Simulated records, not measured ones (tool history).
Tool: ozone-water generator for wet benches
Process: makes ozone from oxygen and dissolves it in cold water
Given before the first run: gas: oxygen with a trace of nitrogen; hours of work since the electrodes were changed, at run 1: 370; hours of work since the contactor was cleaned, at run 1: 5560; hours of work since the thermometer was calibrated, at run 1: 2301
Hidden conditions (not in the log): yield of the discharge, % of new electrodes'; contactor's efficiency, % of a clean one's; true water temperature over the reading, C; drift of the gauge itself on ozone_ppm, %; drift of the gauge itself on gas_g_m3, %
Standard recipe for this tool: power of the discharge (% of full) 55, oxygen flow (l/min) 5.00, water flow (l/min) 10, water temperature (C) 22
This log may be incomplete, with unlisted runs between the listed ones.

run,day,power of the discharge (% of full),oxygen flow (l/min),water flow (l/min),water temperature (C),hours of work since the electrodes were changed,hours of work since the contactor was cleaned,hours of work since the thermometer was calibrated,dissolved ozone (ppm),ozone in the gas ahead of the water (g/m3)
1,0.000,55,5.00,10,22,370,5560,2301,23.3,213.1
2,4.179,55,5.00,10,22,440,5629,2371,23.4,212.1
3,7.125,55,5.00,10,22,489,5678,2420,23.1,211.1
4,9.412,55,5.00,15,22,527,5716,2458,16.0,211.8
5,12.292,55,5.00,15,22,575,5764,2506,16.3,212.0
6,15.562,55,5.00,15,22,629,5818,2560,16.2,210.5
7,20.904,55,5.00,15,22,718,5907,2648,16.1,213.3
8,25.567,55,5.00,15,22,795,5984,2726,16.0,213.0
9,27.825,99,5.00,10,22,832,6022,2763,32.5,295.3
10,30.471,99,5.00,10,22,876,6066,2807,32.5,293.9
11,35.817,99,5.00,10,22,965,6155,2896,32.3,297.7
12,38.625,99,5.00,10,22,1012,6201,2943,32.4,297.3
13,43.646,55,5.00,10,22,1095,6284,3026,23.1,211.2
14,48.242,55,8.05,10,22,1171,6361,3102,22.9,178.3
15,50.608,55,5.00,10,22,1211,6400,3142,23.3,209.9
16,52.925,55,4.54,10,22,1249,6439,3180,22.9,219.2
17,56.517,55,5.00,10,22,1309,6498,3240,23.0,210.9
18,61.304,55,5.00,10,22,1388,6578,3319,22.9,209.8
19,64.383,99,5.83,7,15,1439,6629,3370,49.4,278.6
20,68.067,99,5.83,7,15,1500,6690,3431,49.2,280.3
21,73.150,89,5.00,13,22,1585,6774,3516,23.9,279.4
22,75.792,84,5.00,13,23,1629,6818,3560,22.6,265.0
23,78.708,55,7.18,10,19,1677,6867,3608,24.2,185.1
24,83.604,55,7.18,10,19,1758,6948,3689,24.2,183.9
25,88.621,43,4.61,10,22,1842,7031,3773,19.7,188.5
26,92.629,43,4.61,10,22,1908,7098,3839,19.9,188.2
27,95.146,46,7.68,9,27,1950,7139,3881,19.2,164.3
# day 98.417: water thermometer calibrated
28,99.667,100,5.00,10,29,2025,7214,21,27.6,293.0
29,102.450,55,3.34,10,29,2071,7260,67,19.5,241.3
30,105.833,55,3.34,10,29,2127,7317,123,19.7,240.7
31,110.854,55,3.34,10,29,2210,7400,206,19.5,243.5
32,115.996,55,3.34,10,29,2296,7485,292,19.3,240.6
33,120.667,55,5.00,11,23,2373,7563,369,20.6,209.4

Measured result minus the same run's result without the hidden state. Both carry the same run-to-run variation, though not necessarily the same gauge scatter:
run,dissolved ozone (ppm),ozone in the gas ahead of the water (g/m3)
1,-1.4,-0.3
2,-1.4,-0.4
3,-1.4,-0.4
4,-1.2,-0.5
5,-1.2,-0.6
6,-1.2,-0.7
7,-1.2,-0.8
8,-1.2,-0.9
9,-2.3,-2.0
10,-2.3,-2.1
11,-2.4,-2.4
12,-2.4,-2.6
13,-1.7,-1.4
14,-1.7,-1.3
15,-1.7,-1.6
16,-1.7,-1.8
17,-1.8,-1.8
18,-1.8,-1.9
19,-3.6,-3.7
20,-3.6,-3.8
21,-2.3,-3.9
22,-2.1,-3.7
23,-2.0,-2.1
24,-2.1,-2.2
25,-1.7,-2.0
26,-1.7,-2.1
27,-1.7,-1.9
28,-2.5,-5.7
29,-1.7,-3.5
30,-1.7,-3.6
31,-1.8,-3.8
32,-1.8,-3.9
33,-1.9,-3.5
